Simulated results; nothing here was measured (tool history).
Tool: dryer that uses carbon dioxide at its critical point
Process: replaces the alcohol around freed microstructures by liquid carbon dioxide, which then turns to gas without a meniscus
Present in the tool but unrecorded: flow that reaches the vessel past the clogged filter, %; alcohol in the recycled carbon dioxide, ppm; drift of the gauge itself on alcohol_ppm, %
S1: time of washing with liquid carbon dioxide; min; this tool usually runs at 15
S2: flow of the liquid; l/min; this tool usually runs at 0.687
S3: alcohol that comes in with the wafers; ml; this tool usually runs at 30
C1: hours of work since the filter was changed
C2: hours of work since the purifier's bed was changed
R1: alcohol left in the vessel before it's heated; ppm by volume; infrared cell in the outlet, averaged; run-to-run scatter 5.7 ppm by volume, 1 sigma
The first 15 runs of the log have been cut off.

run	day	S1	S2	S3	C1	C2	R1
16	11.662	15	0.687	30	228	180	246
17	12.133	15	0.687	30	234	186	243
18	12.908	15	0.687	30	243	195	254
19	13.312	10	1.017	99	248	200	866
20	13.842	15	0.687	108	254	206	871
21	14.767	12	0.67	108	265	217	2142
22	15.617	10	0.419	61	275	227	5506
23	16.512	10	0.419	61	286	238	5444
24	17.167	23	0.918	101	293	245	34
25	18.071	23	0.918	101	304	256	46
26	18.838	23	0.918	101	313	265	43
27	19.342	18	0.637	37	319	271	233

The next listed run, before its measurement:
28	20.225	13	0.637	105	330	282	?

Run 28 produced R1 2066 ppm by volume.
Were there no unlogged condition in the tool, this run, its random variation unchanged, would have produced R1 1469 ppm by volume.
